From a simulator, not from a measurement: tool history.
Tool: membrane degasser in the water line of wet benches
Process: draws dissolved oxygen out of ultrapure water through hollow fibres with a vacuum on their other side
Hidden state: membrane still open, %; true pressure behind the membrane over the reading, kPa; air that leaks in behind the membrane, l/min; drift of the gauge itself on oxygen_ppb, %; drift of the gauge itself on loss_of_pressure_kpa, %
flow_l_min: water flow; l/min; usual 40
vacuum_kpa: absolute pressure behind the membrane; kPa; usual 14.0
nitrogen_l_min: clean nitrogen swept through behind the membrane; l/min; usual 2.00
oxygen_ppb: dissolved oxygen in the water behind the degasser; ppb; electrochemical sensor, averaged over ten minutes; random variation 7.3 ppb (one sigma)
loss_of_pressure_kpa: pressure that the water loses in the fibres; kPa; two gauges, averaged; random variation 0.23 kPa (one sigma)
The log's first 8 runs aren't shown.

run    hour  flow_l_min  vacuum_kpa  nitrogen_l_min  hours since the membrane was changed  hours since the vacuum gauge was calibrated  hours since the vacuum lines were made tight  oxygen_ppb  loss_of_pressure_kpa
      728.5  -- seals of the vacuum lines changed
  9   861.0          37        14.0            5.02                                  6866                                         1100                                           133       436.1                 54.96
 10   923.6          40        14.0            5.22                                  6928                                         1162                                           195       486.8                 59.11
 11  1020.8          40        14.0            5.22                                  7025                                         1259                                           292       481.3                 59.40
 12  1098.9          40        14.0            4.95                                  7104                                         1337                                           370       494.9                 59.64
 13  1241.5          40        14.0            4.95                                  7246                                         1480                                           513       500.6                 59.34
 14  1308.2          40        14.0            4.95                                  7313                                         1547                                           580       490.6                 59.29
 15  1431.4          40        14.0            2.00                                  7436                                         1670                                           703       738.6                 59.25
 16  1495.1          40        14.0            2.00                                  7500                                         1734                                           767       725.1                 59.09
 17  1566.8          40        14.0            2.00                                  7571                                         1805                                           838       729.6                 58.79
 18  1671.5          25        15.7            1.64                                  7676                                         1910                                           943       496.9                 36.76
 19  1793.2          40        18.9            5.01                                  7798                                         2032                                          1065       578.9                 58.83
 20  1924.2          41        14.0            3.18                                  7929                                         2163                                          1196       614.9                 60.61
 21  2055.3          43        14.0            1.34                                  8060                                         2294                                          1327       981.4                 63.25
 22  2166.1          43        14.0            1.34                                  8171                                         2405                                          1438       972.7                 63.40
 23  2292.6          43        14.0            1.34                                  8297                                         2531                                          1564       971.3                 62.85
 24  2440.1          43        14.0            1.34                                  8445                                         2679                                          1712       982.6                 63.71
 25  2584.9          43        31.4            1.75                                  8590                                         2823                                          1856      1538.0                 63.25
 26  2690.5          42        14.0            1.99                                  8695                                         2929                                          1962       786.0                 61.69
 27  2767.4          42        14.0            1.99                                  8772                                         3006                                          2039       778.2                 60.95
 28  2872.6          40        14.0            5.87                                  8877                                         3111                                          2144       467.4                 57.97
 29  2964.0          53         9.4            1.72                                  8969                                         3202                                          2235       877.6                 77.50
 30  3043.3          49        14.0            5.71                                  9048                                         3282                                          2315       666.0                 71.77
 31  3185.6          49        12.7            2.78                                  9190                                         3424                                          2457       806.6                 71.25
 32  3337.7          27         9.3            1.76                                  9342                                         3576                                          2609       304.4                 39.55
 33  3428.0          31        14.0            2.00                                  9433                                         3666                                          2699       506.7                 45.36

3 ways to go on from here, each from the tool as it stands after run 33. What would each give?
  A  3537.6          47        33.1            3.78                                  9542                                         3776                                          2809           ?                     ?
  B  3537.6          59        22.6            2.00                                  9542                                         3776                                          2809           ?                     ?
  C  3537.6          63        16.0            2.40                                  9542                                         3776                                          2809           ?                     ?

run  oxygen_ppb  loss_of_pressure_kpa
  A      1144.8                 68.57
  B      1585.0                 85.66
  C      1333.4                 92.18
Without the tool's hidden state the same runs would have given:
run  oxygen_ppb  loss_of_pressure_kpa
  A      1143.0                 70.05
  B      1582.8                 87.51
  C      1330.7                 94.17
